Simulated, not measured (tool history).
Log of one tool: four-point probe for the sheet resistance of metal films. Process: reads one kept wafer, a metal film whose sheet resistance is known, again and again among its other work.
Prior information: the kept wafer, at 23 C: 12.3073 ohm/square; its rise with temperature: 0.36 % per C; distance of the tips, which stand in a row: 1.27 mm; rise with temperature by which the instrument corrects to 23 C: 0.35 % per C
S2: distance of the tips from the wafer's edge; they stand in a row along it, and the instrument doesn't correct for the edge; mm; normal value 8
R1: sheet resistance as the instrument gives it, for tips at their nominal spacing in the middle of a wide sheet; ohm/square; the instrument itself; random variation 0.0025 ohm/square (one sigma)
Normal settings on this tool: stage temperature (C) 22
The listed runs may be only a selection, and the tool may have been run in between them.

Run 1, hour 0: usual settings. Result: R1 12.389371 ohm/square.
Run 2, hour 45.8: usual settings. Result: R1 12.39277 ohm/square.
Run 3, hour 85.2: usual settings. Result: R1 12.393601 ohm/square.
Run 4, hour 119.3: usual settings but stage temperature (C) 21. Result: R1 12.393357 ohm/square.
Run 5, hour 184.9: usual settings but stage temperature (C) 21. Result: R1 12.391634 ohm/square.
Run 6, hour 254.9: usual settings. Result: R1 12.397889 ohm/square.
Run 7, hour 289.1: usual settings but stage temperature (C) 26. Result: R1 12.400448 ohm/square.
Run 8, hour 331.1: usual settings but S2 60 mm. Result: R1 12.238361 ohm/square.
Run 9, hour 386.6: usual settings but stage temperature (C) 28, S2 6 mm. Result: R1 12.530133 ohm/square.
Run 10, hour 442.7: usual settings but stage temperature (C) 28, S2 23 mm. Result: R1 12.267637 ohm/square.
Run 11, hour 500.9: usual settings but stage temperature (C) 33, S2 4 mm. Result: R1 12.879734 ohm/square.
Run 12, hour 563.5: usual settings but stage temperature (C) 28, S2 55 mm. Result: R1 12.24705 ohm/square.
Run 13, hour 616.8: usual settings but stage temperature (C) 21, S2 25 mm. Result: R1 12.254472 ohm/square.
Run 14, hour 676: usual settings but stage temperature (C) 18, S2 5 mm. Result: R1 12.640929 ohm/square.
Run 15, hour 708.6: usual settings but stage temperature (C) 18, S2 5 mm. Result: R1 12.641656 ohm/square.
Run 16, hour 742.8: usual settings but stage temperature (C) 25. Result: R1 12.406594 ohm/square.

Alternative continuations, all from the tool just after run 16; predict every row:
Run A, hour 776.2: usual settings but stage temperature (C) 19, S2 11 mm. Result: R1 ?.
Run B, hour 776.2: usual settings but stage temperature (C) 30, S2 41 mm. Result: R1 ?.
Run C, hour 776.2: usual settings but stage temperature (C) 34, S2 10 mm. Result: R1 ?.
Run D, hour 776.2: usual settings but stage temperature (C) 19, S2 15 mm. Result: R1 ?.

run         R1
  A  12.321877
  B  12.259378
  C  12.362225
  D  12.285475
What these runs would have given with no unlogged condition in the tool:
run         R1
  A  12.388355
  B  12.324664
  C  12.427726
  D  12.351768

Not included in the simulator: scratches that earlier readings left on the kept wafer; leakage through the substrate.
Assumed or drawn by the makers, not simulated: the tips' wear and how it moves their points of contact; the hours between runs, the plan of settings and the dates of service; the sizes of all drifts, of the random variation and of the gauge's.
